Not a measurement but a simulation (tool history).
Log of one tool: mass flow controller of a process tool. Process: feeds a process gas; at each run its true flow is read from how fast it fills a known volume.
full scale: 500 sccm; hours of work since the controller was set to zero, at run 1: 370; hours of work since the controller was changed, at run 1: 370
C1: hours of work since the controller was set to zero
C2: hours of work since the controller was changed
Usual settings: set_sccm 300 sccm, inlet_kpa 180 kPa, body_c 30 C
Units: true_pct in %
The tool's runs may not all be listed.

Run 1, day 0: usual settings; C1 370; C2 370. Result: true_pct 99.18 %.
Run 2, day 12.012: usual settings; C1 532; C2 532. Result: true_pct 98.91 %.
Run 3, day 24.592: usual settings; C1 701; C2 701. Result: true_pct 98.78 %.
Run 4, day 38.662: usual settings; C1 890; C2 890. Result: true_pct 98.7 %.
Run 5, day 45.804: usual settings; C1 986; C2 986. Result: true_pct 98.67 %.
Run 6, day 56.375: usual settings; C1 1128; C2 1128. Result: true_pct 98.36 %.
Run 7, day 64.3: usual settings but set_sccm 139 sccm; C1 1235; C2 1235. Result: true_pct 97.09 %.
Run 8, day 76.688: usual settings but body_c 32 C; C1 1401; C2 1401. Result: true_pct 98.41 %.
Run 9, day 92.092: usual settings but set_sccm 101 sccm; C1 1608; C2 1608. Result: true_pct 96.02 %.
Run 10, day 107.358: usual settings but set_sccm 101 sccm; C1 1813; C2 1813. Result: true_pct 95.8 %.
Run 11, day 114.196: usual settings but set_sccm 101 sccm; C1 1905; C2 1905. Result: true_pct 95.58 %.
Run 12, day 125.162: usual settings but set_sccm 101 sccm; C1 2053; C2 2053. Result: true_pct 95.26 %.
At day 126.004: controller's zero set anew.
Run 13, day 131.954: usual settings but set_sccm 101 sccm; C1 80; C2 2144. Result: true_pct 94.7 %.
Run 14, day 143.9: usual settings but body_c 39 C; C1 241; C2 2305. Result: true_pct 97.92 %.
At day 160.054: controller's zero set anew, once more.
Run 15, day 160.279: usual settings but set_sccm 492 sccm, body_c 39 C; C1 3; C2 2524. Result: true_pct 99.47 %.
Run 16, day 176.054: usual settings; C1 215; C2 2736. Result: true_pct 97.74 %.
Run 17, day 182.733: usual settings; C1 305; C2 2826. Result: true_pct 97.66 %.
Run 18, day 196.321: usual settings; C1 488; C2 3009. Result: true_pct 97.52 %.
Run 19, day 204.058: usual settings but set_sccm 74 sccm; C1 592; C2 3113. Result: true_pct 95.59 %.
Run 20, day 214.096: usual settings but inlet_kpa 161 kPa, body_c 28 C; C1 727; C2 3248. Result: true_pct 97.01 %.
Run 21, day 221.3: usual settings but inlet_kpa 161 kPa, body_c 28 C; C1 823; C2 3345. Result: true_pct 97.07 %.
Run 22, day 233.808: usual settings but inlet_kpa 161 kPa, body_c 28 C; C1 992; C2 3513. Result: true_pct 96.89 %.
Run 23, day 248.342: usual settings but inlet_kpa 219 kPa, body_c 25 C; C1 1187; C2 3708. Result: true_pct 96.31 %.
Run 24, day 256.742: usual settings but set_sccm 384 sccm, inlet_kpa 202 kPa, body_c 22 C; C1 1300; C2 3821. Result: true_pct 96.38 %.
Run 25, day 264.862: usual settings but set_sccm 384 sccm, inlet_kpa 202 kPa, body_c 22 C; C1 1409; C2 3930. Result: true_pct 96.35 %.
Run 26, day 278.254: usual settings but inlet_kpa 262 kPa, body_c 34 C; C1 1589; C2 4111. Result: true_pct 96.54 %.
Run 27, day 291.392: usual settings but inlet_kpa 262 kPa, body_c 34 C; C1 1766; C2 4287. Result: true_pct 96.39 %.
Run 28, day 301.808: usual settings but set_sccm 183 sccm, inlet_kpa 159 kPa; C1 1906; C2 4427. Result: true_pct 95.21 %.
Run 29, day 316.325: usual settings but set_sccm 259 sccm, body_c 26 C; C1 2101; C2 4622. Result: true_pct 95.39 %.
Run 30, day 327.179: usual settings but inlet_kpa 146 kPa; C1 2247; C2 4768. Result: true_pct 95.83 %.
Run 31, day 341.633: usual settings but inlet_kpa 146 kPa; C1 2441; C2 4963. Result: true_pct 95.7 %.
Run 32, day 350.033: usual settings but set_sccm 61 sccm, inlet_kpa 234 kPa; C1 2554; C2 5076. Result: true_pct 91.16 %.
Run 33, day 360.446: usual settings but set_sccm 370 sccm, inlet_kpa 249 kPa, body_c 32 C; C1 2694; C2 5216. Result: true_pct 95.92 %.
Run 34, day 374.533: usual settings but set_sccm 370 sccm, inlet_kpa 249 kPa, body_c 32 C; C1 2884; C2 5405. Result: true_pct 95.7 %.
Run 35, day 387.546: usual settings but set_sccm 143 sccm, inlet_kpa 249 kPa, body_c 20 C; C1 3059; C2 5580. Result: true_pct 92.31 %.
Run 36, day 399.912: usual settings but set_sccm 55 sccm; C1 3225; C2 5746. Result: true_pct 89.15 %.
Run 37, day 408.312: usual settings but set_sccm 464 sccm, inlet_kpa 238 kPa, body_c 37 C; C1 3338; C2 5859. Result: true_pct 96.23 %.
Run 38, day 415.358: usual settings but set_sccm 158 sccm, inlet_kpa 238 kPa; C1 3432; C2 5954. Result: true_pct 93.09 %.

Forecast each of these 5 alternatives for the next run:
Run A, day 425.404: usual settings but set_sccm 391 sccm; C1 3567; C2 6089. Result: true_pct ?.
Run B, day 425.404: usual settings but set_sccm 118 sccm, inlet_kpa 238 kPa; C1 3567; C2 6089. Result: true_pct ?.
Run C, day 425.404: usual settings but set_sccm 146 sccm, inlet_kpa 154 kPa, body_c 28 C; C1 3567; C2 6089. Result: true_pct ?.
Run D, day 425.404: usual settings but inlet_kpa 234 kPa, body_c 29 C; C1 3567; C2 6089. Result: true_pct ?.
Run E, day 425.404: usual settings but set_sccm 158 sccm, inlet_kpa 238 kPa, body_c 28 C; C1 3567; C2 6089. Result: true_pct ?.

run  true_pct
  A     95.15
  B     92.06
  C     92.55
  D     94.43
  E      92.7
Without the tool's hidden state the same runs would have given:
run  true_pct
  A     99.99
  B     98.98
  C     98.89
  D     99.54
  E     98.86
